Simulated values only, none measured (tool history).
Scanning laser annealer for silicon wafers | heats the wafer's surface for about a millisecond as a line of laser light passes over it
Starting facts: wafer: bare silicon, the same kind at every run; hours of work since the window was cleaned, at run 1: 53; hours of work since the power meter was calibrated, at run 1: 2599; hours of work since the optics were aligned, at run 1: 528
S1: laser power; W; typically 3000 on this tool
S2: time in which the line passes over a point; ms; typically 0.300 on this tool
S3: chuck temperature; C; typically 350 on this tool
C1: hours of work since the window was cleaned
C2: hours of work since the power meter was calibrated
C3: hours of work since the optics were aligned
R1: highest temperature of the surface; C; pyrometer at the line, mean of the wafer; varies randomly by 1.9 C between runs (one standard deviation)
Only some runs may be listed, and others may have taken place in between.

run 1 hour=0.0 | S1=3000 S2=0.300 S3=350 | C1=53 C2=2599 C3=528 | R1=1152
run 2 hour=46.4 | S1=3000 S2=0.300 S3=350 | C1=86 C2=2632 C3=561 | R1=1149
run 3 hour=131.0 | S1=3000 S2=0.300 S3=350 | C1=147 C2=2693 C3=622 | R1=1146
run 4 hour=223.2 | S1=3000 S2=0.267 S3=350 | C1=213 C2=2759 C3=689 | R1=1107
run 5 hour=288.4 | S1=3000 S2=0.267 S3=310 | C1=260 C2=2806 C3=736 | R1=1060
run 6 hour=335.5 | S1=3000 S2=0.267 S3=310 | C1=294 C2=2840 C3=770 | R1=1055
run 7 hour=433.2 | S1=3000 S2=0.267 S3=320 | C1=364 C2=2910 C3=840 | R1=1063
-- hour=523.0 window over the wafer cleaned
run 8 hour=523.0 | S1=3000 S2=0.267 S3=320 | C1=0 C2=2974 C3=903 | R1=1085
run 9 hour=617.5 | S1=3000 S2=0.300 S3=356 | C1=68 C2=3042 C3=971 | R1=1150
-- hour=626.3 laser's power meter calibrated
run 10 hour=676.6 | S1=3000 S2=0.300 S3=356 | C1=108 C2=36 C3=1011 | R1=1150
run 11 hour=721.9 | S1=3000 S2=0.300 S3=356 | C1=141 C2=69 C3=1044 | R1=1145
run 12 hour=821.5 | S1=3000 S2=0.300 S3=356 | C1=213 C2=140 C3=1116 | R1=1145
run 13 hour=893.7 | S1=3000 S2=0.276 S3=321 | C1=265 C2=192 C3=1168 | R1=1079
run 14 hour=981.7 | S1=3136 S2=0.259 S3=350 | C1=328 C2=256 C3=1231 | R1=1124
-- hour=998.5 optics aligned, line set to its width
run 15 hour=1031.7 | S1=3020 S2=0.300 S3=383 | C1=360 C2=288 C3=24 | R1=1177
run 16 hour=1097.0 | S1=2810 S2=0.248 S3=322 | C1=407 C2=335 C3=71 | R1=983
-- hour=1125.7 window over the wafer cleaned
-- hour=1133.8 laser's power meter calibrated, once more
run 17 hour=1187.7 | S1=2810 S2=0.248 S3=322 | C1=42 C2=39 C3=132 | R1=1002
run 18 hour=1235.7 | S1=2775 S2=0.219 S3=355 | C1=77 C2=73 C3=167 | R1=986
run 19 hour=1281.6 | S1=2828 S2=0.299 S3=355 | C1=110 C2=106 C3=200 | R1=1098
run 20 hour=1372.9 | S1=3000 S2=0.302 S3=322 | C1=176 C2=172 C3=266 | R1=1124
run 21 hour=1469.6 | S1=3000 S2=0.300 S3=343 | C1=245 C2=242 C3=335 | R1=1140
run 22 hour=1544.8 | S1=3000 S2=0.329 S3=323 | C1=299 C2=296 C3=389 | R1=1147
run 23 hour=1609.0 | S1=3000 S2=0.329 S3=311 | C1=346 C2=342 C3=436 | R1=1136

What if the next run were any one of these 5? Each begins from the tool's condition after run 23:
run A hour=1674.8 | S1=2740 S2=0.296 S3=329 | C1=393 C2=389 C3=483 | R1=?
run B hour=1674.8 | S1=2825 S2=0.310 S3=350 | C1=393 C2=389 C3=483 | R1=?
run C hour=1674.8 | S1=3000 S2=0.349 S3=350 | C1=393 C2=389 C3=483 | R1=?
run D hour=1674.8 | S1=3000 S2=0.329 S3=311 | C1=393 C2=389 C3=483 | R1=?
run E hour=1674.8 | S1=2942 S2=0.313 S3=383 | C1=393 C2=389 C3=483 | R1=?

run=A R1=1022
run=B R1=1084
run=C R1=1191
run=D R1=1131
run=E R1=1165
With no hidden state in the tool, these same runs would have given:
run=A R1=1046
run=B R1=1110
run=C R1=1220
run=D R1=1160
run=E R1=1192

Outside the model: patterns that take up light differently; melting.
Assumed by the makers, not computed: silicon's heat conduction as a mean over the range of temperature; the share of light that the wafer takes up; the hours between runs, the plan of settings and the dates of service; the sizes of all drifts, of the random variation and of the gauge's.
